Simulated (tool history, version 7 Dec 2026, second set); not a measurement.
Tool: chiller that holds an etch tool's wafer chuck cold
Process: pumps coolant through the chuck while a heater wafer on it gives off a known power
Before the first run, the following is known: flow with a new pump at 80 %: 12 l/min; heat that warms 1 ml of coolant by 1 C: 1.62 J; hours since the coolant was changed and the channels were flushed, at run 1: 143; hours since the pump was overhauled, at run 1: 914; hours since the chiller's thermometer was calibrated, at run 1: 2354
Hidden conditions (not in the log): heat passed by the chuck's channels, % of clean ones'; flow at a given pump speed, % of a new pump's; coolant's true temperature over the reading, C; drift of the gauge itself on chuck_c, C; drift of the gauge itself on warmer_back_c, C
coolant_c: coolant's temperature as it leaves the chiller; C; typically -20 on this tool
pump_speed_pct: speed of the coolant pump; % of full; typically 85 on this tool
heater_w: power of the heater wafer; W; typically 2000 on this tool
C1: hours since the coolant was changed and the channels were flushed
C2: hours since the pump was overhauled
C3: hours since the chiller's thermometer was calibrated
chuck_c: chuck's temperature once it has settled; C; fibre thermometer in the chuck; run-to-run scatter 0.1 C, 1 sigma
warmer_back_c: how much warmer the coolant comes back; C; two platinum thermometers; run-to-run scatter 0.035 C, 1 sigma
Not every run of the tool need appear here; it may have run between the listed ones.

{"run": 1, "day": 0.0, "coolant_c": -20, "pump_speed_pct": 85, "heater_w": 2000, "C1": 143, "C2": 914, "C3": 2354, "chuck_c": -0.6, "warmer_back_c": 6.03}
{"run": 2, "day": 1.238, "coolant_c": -20, "pump_speed_pct": 85, "heater_w": 2000, "C1": 172, "C2": 943, "C3": 2384, "chuck_c": -0.5, "warmer_back_c": 6.06}
{"run": 3, "day": 2.058, "coolant_c": -20, "pump_speed_pct": 85, "heater_w": 2000, "C1": 192, "C2": 963, "C3": 2403, "chuck_c": -0.7, "warmer_back_c": 6.06}
{"run": 4, "day": 2.8, "coolant_c": -20, "pump_speed_pct": 85, "heater_w": 2000, "C1": 210, "C2": 981, "C3": 2421, "chuck_c": -0.7, "warmer_back_c": 6.07}
{"run": 5, "day": 4.042, "coolant_c": -20, "pump_speed_pct": 62, "heater_w": 2000, "C1": 240, "C2": 1011, "C3": 2451, "chuck_c": 3.4, "warmer_back_c": 8.28}
{"run": 6, "day": 5.179, "coolant_c": -20, "pump_speed_pct": 62, "heater_w": 2000, "C1": 267, "C2": 1038, "C3": 2478, "chuck_c": 3.4, "warmer_back_c": 8.33}
{"run": 7, "day": 5.942, "coolant_c": -20, "pump_speed_pct": 62, "heater_w": 2000, "C1": 285, "C2": 1056, "C3": 2497, "chuck_c": 3.1, "warmer_back_c": 8.37}
{"run": 8, "day": 6.554, "coolant_c": -20, "pump_speed_pct": 62, "heater_w": 2000, "C1": 300, "C2": 1071, "C3": 2511, "chuck_c": 3.3, "warmer_back_c": 8.32}
{"run": 9, "day": 7.125, "coolant_c": -20, "pump_speed_pct": 62, "heater_w": 2000, "C1": 314, "C2": 1085, "C3": 2525, "chuck_c": 3.2, "warmer_back_c": 8.3}
{"run": 10, "day": 7.7, "coolant_c": -20, "pump_speed_pct": 62, "heater_w": 2000, "C1": 328, "C2": 1098, "C3": 2539, "chuck_c": 3.4, "warmer_back_c": 8.35}
{"run": 11, "day": 8.308, "coolant_c": -20, "pump_speed_pct": 62, "heater_w": 2000, "C1": 342, "C2": 1113, "C3": 2553, "chuck_c": 3.3, "warmer_back_c": 8.27}
{"run": 12, "day": 9.554, "coolant_c": -20, "pump_speed_pct": 62, "heater_w": 2000, "C1": 372, "C2": 1143, "C3": 2583, "chuck_c": 3.3, "warmer_back_c": 8.27}
{"run": 13, "day": 10.567, "coolant_c": -20, "pump_speed_pct": 85, "heater_w": 2000, "C1": 396, "C2": 1167, "C3": 2608, "chuck_c": -0.6, "warmer_back_c": 6.12}
{"run": 14, "day": 11.412, "coolant_c": -20, "pump_speed_pct": 85, "heater_w": 2000, "C1": 417, "C2": 1188, "C3": 2628, "chuck_c": -0.4, "warmer_back_c": 6.11}
{"run": 15, "day": 12.421, "coolant_c": -20, "pump_speed_pct": 85, "heater_w": 2000, "C1": 441, "C2": 1212, "C3": 2652, "chuck_c": -0.5, "warmer_back_c": 6.1}
{"run": 16, "day": 13.617, "coolant_c": -20, "pump_speed_pct": 85, "heater_w": 2000, "C1": 470, "C2": 1240, "C3": 2681, "chuck_c": -0.1, "warmer_back_c": 6.11}
{"run": 17, "day": 14.742, "coolant_c": -21, "pump_speed_pct": 85, "heater_w": 2592, "C1": 497, "C2": 1267, "C3": 2708, "chuck_c": 4.4, "warmer_back_c": 7.94}
{"run": 18, "day": 15.479, "coolant_c": -13, "pump_speed_pct": 86, "heater_w": 1868, "C1": 514, "C2": 1285, "C3": 2726, "chuck_c": 5.3, "warmer_back_c": 5.67}
{"run": 19, "day": 16.25, "coolant_c": -27, "pump_speed_pct": 68, "heater_w": 1868, "C1": 533, "C2": 1304, "C3": 2744, "chuck_c": -6.2, "warmer_back_c": 7.16}
{"run": 20, "day": 17.162, "coolant_c": -26, "pump_speed_pct": 84, "heater_w": 2746, "C1": 555, "C2": 1326, "C3": 2766, "chuck_c": 1.2, "warmer_back_c": 8.44}
{"run": 21, "day": 18.279, "coolant_c": -26, "pump_speed_pct": 68, "heater_w": 1471, "C1": 581, "C2": 1352, "C3": 2793, "chuck_c": -9.4, "warmer_back_c": 5.64}
{"run": 22, "day": 18.979, "coolant_c": -29, "pump_speed_pct": 70, "heater_w": 1800, "C1": 598, "C2": 1369, "C3": 2810, "chuck_c": -8.9, "warmer_back_c": 6.69}
{"run": 23, "day": 19.546, "coolant_c": -29, "pump_speed_pct": 70, "heater_w": 1800, "C1": 612, "C2": 1383, "C3": 2823, "chuck_c": -9.1, "warmer_back_c": 6.69}
{"run": 24, "day": 20.229, "coolant_c": -29, "pump_speed_pct": 70, "heater_w": 1800, "C1": 628, "C2": 1399, "C3": 2840, "chuck_c": -9.1, "warmer_back_c": 6.64}
{"run": 25, "day": 21.279, "coolant_c": -15, "pump_speed_pct": 64, "heater_w": 1948, "C1": 653, "C2": 1424, "C3": 2865, "chuck_c": 7.9, "warmer_back_c": 7.91}
{"run": 26, "day": 22.129, "coolant_c": -15, "pump_speed_pct": 64, "heater_w": 1948, "C1": 674, "C2": 1445, "C3": 2885, "chuck_c": 7.8, "warmer_back_c": 7.91}
{"run": 27, "day": 23.408, "coolant_c": -26, "pump_speed_pct": 83, "heater_w": 1948, "C1": 705, "C2": 1475, "C3": 2916, "chuck_c": -6.4, "warmer_back_c": 6.13}
{"run": 28, "day": 24.158, "coolant_c": -25, "pump_speed_pct": 85, "heater_w": 2127, "C1": 723, "C2": 1493, "C3": 2934, "chuck_c": -3.9, "warmer_back_c": 6.57}
{"run": 29, "day": 24.738, "coolant_c": -24, "pump_speed_pct": 85, "heater_w": 1242, "C1": 737, "C2": 1507, "C3": 2948, "chuck_c": -11.5, "warmer_back_c": 3.8}
{"run": 30, "day": 25.392, "coolant_c": -24, "pump_speed_pct": 79, "heater_w": 1242, "C1": 752, "C2": 1523, "C3": 2964, "chuck_c": -11.0, "warmer_back_c": 4.14}

The next listed run, before its measurement:
{"run": 31, "day": 26.221, "coolant_c": -24, "pump_speed_pct": 79, "heater_w": 1242, "C1": 772, "C2": 1543, "C3": 2983, "chuck_c": "?", "warmer_back_c": "?"}

Run 31 yielded chuck_c -11.1 C, warmer_back_c 4.08 C.
Minus the tool's unlogged condition, the same run would have read chuck_c -12.2 C, warmer_back_c 3.85 C.
